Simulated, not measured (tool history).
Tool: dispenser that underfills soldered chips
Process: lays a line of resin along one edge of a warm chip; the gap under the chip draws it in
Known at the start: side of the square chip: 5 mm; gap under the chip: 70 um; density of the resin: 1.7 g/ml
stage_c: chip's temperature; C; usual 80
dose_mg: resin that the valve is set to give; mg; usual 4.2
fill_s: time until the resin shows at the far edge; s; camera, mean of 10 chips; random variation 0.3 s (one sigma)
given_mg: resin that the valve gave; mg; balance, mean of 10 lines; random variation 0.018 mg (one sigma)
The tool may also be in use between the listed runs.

run	day	stage_c	dose_mg	fill_s	given_mg
1	0	80	4.2	5.3	4.12
2	0.367	80	4.94	7.3	4.8
# day 0.55: new syringe of resin
3	0.629	80	4.94	5	4.79
4	0.838	80	5.33	6.5	5.19
5	1.096	80	5.33	8.5	5.12
# day 1.142: new syringe of resin
# day 1.242: dispensing valve cleaned and set on the balance
6	1.442	80	5.33	6.2	5.32
# day 1.754: new syringe of resin
7	1.804	80	5.33	5.1	5.28
8	2.079	91	5.33	4.8	5.29
# day 2.333: new syringe of resin
9	2.362	80	5.08	5.3	5.04
10	2.596	80	3.85	6.4	3.8
11	2.75	80	5.29	7.6	5.22
# day 2.925: new syringe of resin
12	2.975	80	4.57	5.1	4.49
13	3.188	80	3.87	7	3.8
# day 3.525: new syringe of resin
14	3.567	80	3.87	5.1	3.79
15	3.725	67	4.34	10.3	4.21
16	3.925	71	3.7	10.2	3.6
# day 4.112: new syringe of resin
17	4.167	71	3.7	7.7	3.62
# day 4.5: dispensing valve cleaned and set on the balance
18	4.558	78	3.68	8.7	3.68
# day 4.725: new syringe of resin
19	4.896	78	3.68	6.3	3.69
20	5.179	92	4.2	5	4.15
# day 5.308: new syringe of resin
21	5.379	75	4.34	6.4	4.32
22	5.646	82	4.65	6.8	4.62

Run 23 comes next. What will it give?
# day 5.888: new syringe of resin
23	5.996	93	4.2	?	?

Run 23 gave fill_s 3.9 s, given_mg 4.13 mg.
Without the tool's hidden state the same run would have given fill_s 3.4 s, given_mg 4.18 mg.
